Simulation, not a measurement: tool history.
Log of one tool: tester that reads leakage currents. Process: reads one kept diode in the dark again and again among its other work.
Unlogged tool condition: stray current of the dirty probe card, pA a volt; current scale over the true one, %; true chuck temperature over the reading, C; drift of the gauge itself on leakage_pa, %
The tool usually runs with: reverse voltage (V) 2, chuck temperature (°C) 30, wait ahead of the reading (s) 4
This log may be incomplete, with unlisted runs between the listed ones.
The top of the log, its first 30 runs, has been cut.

| run | hour | reverse voltage (V) | chuck temperature (°C) | wait ahead of the reading (s) | hours of work since the probe card was cleaned | hours of work since the tester was calibrated | hours of work since the chuck was calibrated | current that the tester gives (pA) |
|---|---|---|---|---|---|---|---|---|
| 31 | 5590.6 | 2 | 30 | 2.13 | 1408 | 758 | 1787 | 61.84 |
|  | 5704.5 | chuck's temperature calibrated |
| 32 | 5830.5 | 2 | 30 | 0.56 | 1593 | 943 | 98 | 72.71 |
| 33 | 6045.5 | 2 | 30 | 0.56 | 1761 | 1111 | 266 | 71.74 |
| 34 | 6235.4 | 2 | 31 | 0.56 | 1910 | 1260 | 415 | 77.19 |
| 35 | 6472.8 | 2 | 47 | 4 | 2095 | 1445 | 600 | 275.69 |
| 36 | 6708.5 | 6.15 | 22 | 4.07 | 2279 | 1629 | 784 | 57.88 |
| 37 | 6874 | 1.27 | 22 | 4.07 | 2409 | 1759 | 914 | 28.11 |
| 38 | 7106.5 | 2 | 58 | 4 | 2590 | 1940 | 1095 | 605.09 |
| 39 | 7244 | 2 | 58 | 4 | 2698 | 2048 | 1203 | 596.27 |

Branching from run 39: 4 alternative next runs. What would each branch give?
| A | 7427 | 2 | 30 | 0.56 | 2841 | 2191 | 1346 | ? |
| B | 7427 | 1.95 | 39 | 3.03 | 2841 | 2191 | 1346 | ? |
| C | 7427 | 2 | 34 | 4 | 2841 | 2191 | 1346 | ? |
| D | 7427 | 7.31 | 30 | 3.7 | 2841 | 2191 | 1346 | ? |

| run | current that the tester gives (pA) |
|---|---|
| A | 66.26 |
| B | 135.34 |
| C | 91.18 |
| D | 115.8 |
Stripped of hidden state, with their random variation kept, the same runs would have yielded:
| run | current that the tester gives (pA) |
|---|---|
| A | 72.48 |
| B | 150.73 |
| C | 100.79 |
| D | 120.56 |
